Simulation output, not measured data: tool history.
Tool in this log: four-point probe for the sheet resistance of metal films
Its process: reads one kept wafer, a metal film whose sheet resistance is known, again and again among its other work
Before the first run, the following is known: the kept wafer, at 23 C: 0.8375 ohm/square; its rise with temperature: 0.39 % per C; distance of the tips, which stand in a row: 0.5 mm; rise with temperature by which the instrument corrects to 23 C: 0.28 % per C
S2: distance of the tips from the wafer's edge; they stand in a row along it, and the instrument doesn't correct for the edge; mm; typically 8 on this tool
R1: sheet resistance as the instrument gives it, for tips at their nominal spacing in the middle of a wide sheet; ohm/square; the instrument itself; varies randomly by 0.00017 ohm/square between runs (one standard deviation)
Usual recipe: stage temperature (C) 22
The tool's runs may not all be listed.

Run 1, hour 0.0: usual settings. Result: R1 0.839619 ohm/square.
Run 2, hour 13.3: usual settings. Result: R1 0.839754 ohm/square.
Run 3, hour 22.1: usual settings. Result: R1 0.840011 ohm/square.
Run 4, hour 30.8: usual settings. Result: R1 0.839841 ohm/square.
Run 5, hour 37.6: usual settings. Result: R1 0.839579 ohm/square.
Run 6, hour 47.9: usual settings. Result: R1 0.839674 ohm/square.
Run 7, hour 59.5: usual settings but S2 6 mm. Result: R1 0.840998 ohm/square.
Run 8, hour 69.2: usual settings. Result: R1 0.839969 ohm/square.
Run 9, hour 81.5: usual settings but stage temperature (C) 18, S2 27 mm. Result: R1 0.834379 ohm/square.
Run 10, hour 91.6: usual settings but stage temperature (C) 26, S2 35 mm. Result: R1 0.841640 ohm/square.
Run 11, hour 101.8: usual settings but stage temperature (C) 31, S2 35 mm. Result: R1 0.846275 ohm/square.
Run 12, hour 113.0: usual settings but stage temperature (C) 18, S2 20 mm. Result: R1 0.834433 ohm/square.
Run 13, hour 127.5: usual settings but stage temperature (C) 26, S2 17 mm. Result: R1 0.841916 ohm/square.
Run 14, hour 144.4: usual settings but stage temperature (C) 30, S2 4 mm. Result: R1 0.851990 ohm/square.
Run 15, hour 155.8: usual settings but stage temperature (C) 30, S2 4 mm. Result: R1 0.852245 ohm/square.

Forecast each of these 3 alternatives for the next run:
Run A, hour 169.3: usual settings but S2 6 mm. Result: R1 ?.
Run B, hour 169.3: usual settings but stage temperature (C) 31, S2 5 mm. Result: R1 ?.
Run C, hour 169.3: usual settings. Result: R1 ?.

run        R1
  A  0.840826
  B  0.850198
  C  0.839531
With the hidden condition removed and each run's random variation left untouched, the same runs would have given:
run        R1
  A  0.839588
  B  0.848962
  C  0.838295

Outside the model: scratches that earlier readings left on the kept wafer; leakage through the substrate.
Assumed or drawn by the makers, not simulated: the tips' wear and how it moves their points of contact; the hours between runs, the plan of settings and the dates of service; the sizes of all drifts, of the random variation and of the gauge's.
